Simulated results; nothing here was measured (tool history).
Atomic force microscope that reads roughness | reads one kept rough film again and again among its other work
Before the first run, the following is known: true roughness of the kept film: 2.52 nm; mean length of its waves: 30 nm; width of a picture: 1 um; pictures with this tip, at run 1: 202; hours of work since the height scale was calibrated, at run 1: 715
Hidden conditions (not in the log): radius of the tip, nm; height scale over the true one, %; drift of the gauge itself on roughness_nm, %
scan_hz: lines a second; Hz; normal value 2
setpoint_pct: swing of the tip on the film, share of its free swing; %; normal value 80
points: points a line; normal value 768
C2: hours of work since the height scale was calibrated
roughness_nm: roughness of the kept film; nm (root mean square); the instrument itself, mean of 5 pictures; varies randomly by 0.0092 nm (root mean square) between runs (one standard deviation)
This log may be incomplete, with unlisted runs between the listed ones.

{"run": 1, "hour": 0.0, "scan_hz": 2, "setpoint_pct": 80, "points": 768, "pictures with this tip": 202, "C2": 715, "roughness_nm": 1.571}
{"hour": 1.8, "done": "new tip fitted"}
{"run": 2, "hour": 26.1, "scan_hz": 1.24, "setpoint_pct": 80, "points": 768, "pictures with this tip": 39, "C2": 731, "roughness_nm": 2.002}
{"run": 3, "hour": 46.5, "scan_hz": 1.24, "setpoint_pct": 80, "points": 768, "pictures with this tip": 72, "C2": 744, "roughness_nm": 1.918}
{"run": 4, "hour": 72.1, "scan_hz": 2, "setpoint_pct": 66, "points": 768, "pictures with this tip": 113, "C2": 761, "roughness_nm": 1.84}
{"run": 5, "hour": 91.0, "scan_hz": 2, "setpoint_pct": 80, "points": 768, "pictures with this tip": 144, "C2": 773, "roughness_nm": 1.687}
{"run": 6, "hour": 105.4, "scan_hz": 2, "setpoint_pct": 80, "points": 768, "pictures with this tip": 167, "C2": 782, "roughness_nm": 1.641}
{"run": 7, "hour": 124.2, "scan_hz": 2, "setpoint_pct": 80, "points": 768, "pictures with this tip": 197, "C2": 794, "roughness_nm": 1.576}
{"hour": 129.3, "done": "new tip fitted"}
{"run": 8, "hour": 151.3, "scan_hz": 2, "setpoint_pct": 80, "points": 768, "pictures with this tip": 35, "C2": 810, "roughness_nm": 1.962}
{"run": 9, "hour": 180.6, "scan_hz": 2, "setpoint_pct": 80, "points": 768, "pictures with this tip": 82, "C2": 829, "roughness_nm": 1.847}
{"run": 10, "hour": 198.7, "scan_hz": 2, "setpoint_pct": 80, "points": 768, "pictures with this tip": 111, "C2": 841, "roughness_nm": 1.76}
{"run": 11, "hour": 220.8, "scan_hz": 2, "setpoint_pct": 80, "points": 762, "pictures with this tip": 147, "C2": 855, "roughness_nm": 1.682}
{"run": 12, "hour": 235.4, "scan_hz": 2, "setpoint_pct": 80, "points": 762, "pictures with this tip": 171, "C2": 864, "roughness_nm": 1.644}
{"run": 13, "hour": 250.8, "scan_hz": 2, "setpoint_pct": 80, "points": 762, "pictures with this tip": 195, "C2": 873, "roughness_nm": 1.602}
{"hour": 258.7, "done": "new tip fitted"}
{"run": 14, "hour": 266.3, "scan_hz": 2, "setpoint_pct": 80, "points": 762, "pictures with this tip": 12, "C2": 883, "roughness_nm": 2}
{"run": 15, "hour": 286.5, "scan_hz": 2, "setpoint_pct": 76, "points": 768, "pictures with this tip": 45, "C2": 896, "roughness_nm": 1.959}
{"run": 16, "hour": 315.8, "scan_hz": 2, "setpoint_pct": 76, "points": 768, "pictures with this tip": 92, "C2": 914, "roughness_nm": 1.809}
{"run": 17, "hour": 333.1, "scan_hz": 3.92, "setpoint_pct": 75, "points": 690, "pictures with this tip": 120, "C2": 925, "roughness_nm": 1.668}
{"run": 18, "hour": 354.6, "scan_hz": 3.92, "setpoint_pct": 75, "points": 690, "pictures with this tip": 155, "C2": 939, "roughness_nm": 1.597}
{"run": 19, "hour": 372.1, "scan_hz": 3.92, "setpoint_pct": 75, "points": 690, "pictures with this tip": 183, "C2": 950, "roughness_nm": 1.53}
{"hour": 386.2, "done": "new tip fitted"}
{"run": 20, "hour": 386.2, "scan_hz": 3.92, "setpoint_pct": 75, "points": 690, "pictures with this tip": 0, "C2": 959, "roughness_nm": 1.964}
{"run": 21, "hour": 405.1, "scan_hz": 3.92, "setpoint_pct": 75, "points": 690, "pictures with this tip": 30, "C2": 971, "roughness_nm": 1.865}
{"run": 22, "hour": 431.9, "scan_hz": 3.92, "setpoint_pct": 75, "points": 690, "pictures with this tip": 73, "C2": 988, "roughness_nm": 1.767}
{"run": 23, "hour": 445.1, "scan_hz": 2.5, "setpoint_pct": 85, "points": 572, "pictures with this tip": 94, "C2": 996, "roughness_nm": 1.684}
{"run": 24, "hour": 463.0, "scan_hz": 2.5, "setpoint_pct": 85, "points": 572, "pictures with this tip": 123, "C2": 1007, "roughness_nm": 1.633}
{"run": 25, "hour": 492.2, "scan_hz": 2.5, "setpoint_pct": 85, "points": 572, "pictures with this tip": 170, "C2": 1026, "roughness_nm": 1.543}
{"hour": 513.3, "done": "new tip fitted"}
{"run": 26, "hour": 516.3, "scan_hz": 0.89, "setpoint_pct": 90, "points": 448, "pictures with this tip": 4, "C2": 1041, "roughness_nm": 2.089}
{"run": 27, "hour": 546.0, "scan_hz": 1.69, "setpoint_pct": 70, "points": 768, "pictures with this tip": 52, "C2": 1060, "roughness_nm": 2.004}
{"run": 28, "hour": 570.6, "scan_hz": 1.69, "setpoint_pct": 70, "points": 768, "pictures with this tip": 92, "C2": 1075, "roughness_nm": 1.885}
{"run": 29, "hour": 589.5, "scan_hz": 1.69, "setpoint_pct": 70, "points": 768, "pictures with this tip": 122, "C2": 1087, "roughness_nm": 1.801}
{"run": 30, "hour": 607.6, "scan_hz": 0.76, "setpoint_pct": 77, "points": 457, "pictures with this tip": 151, "C2": 1099, "roughness_nm": 1.762}

Predict each of these 4 candidate next runs independently; none follows another, all start after run 30:
{"run": "A", "hour": 626.7, "scan_hz": 1.77, "setpoint_pct": 66, "points": 838, "pictures with this tip": 182, "C2": 1111, "roughness_nm": "?"}
{"run": "B", "hour": 626.7, "scan_hz": 0.97, "setpoint_pct": 78, "points": 457, "pictures with this tip": 182, "C2": 1111, "roughness_nm": "?"}
{"run": "C", "hour": 626.7, "scan_hz": 2.37, "setpoint_pct": 84, "points": 566, "pictures with this tip": 182, "C2": 1111, "roughness_nm": "?"}
{"run": "D", "hour": 626.7, "scan_hz": 0.76, "setpoint_pct": 77, "points": 978, "pictures with this tip": 182, "C2": 1111, "roughness_nm": "?"}

run=A roughness_nm=1.69
run=B roughness_nm=1.665
run=C roughness_nm=1.532
run=D roughness_nm=1.709
Had the tool no hidden state, the same runs would have come out as:
run=A roughness_nm=2.178
run=B roughness_nm=2.146
run=C roughness_nm=1.976
run=D roughness_nm=2.203
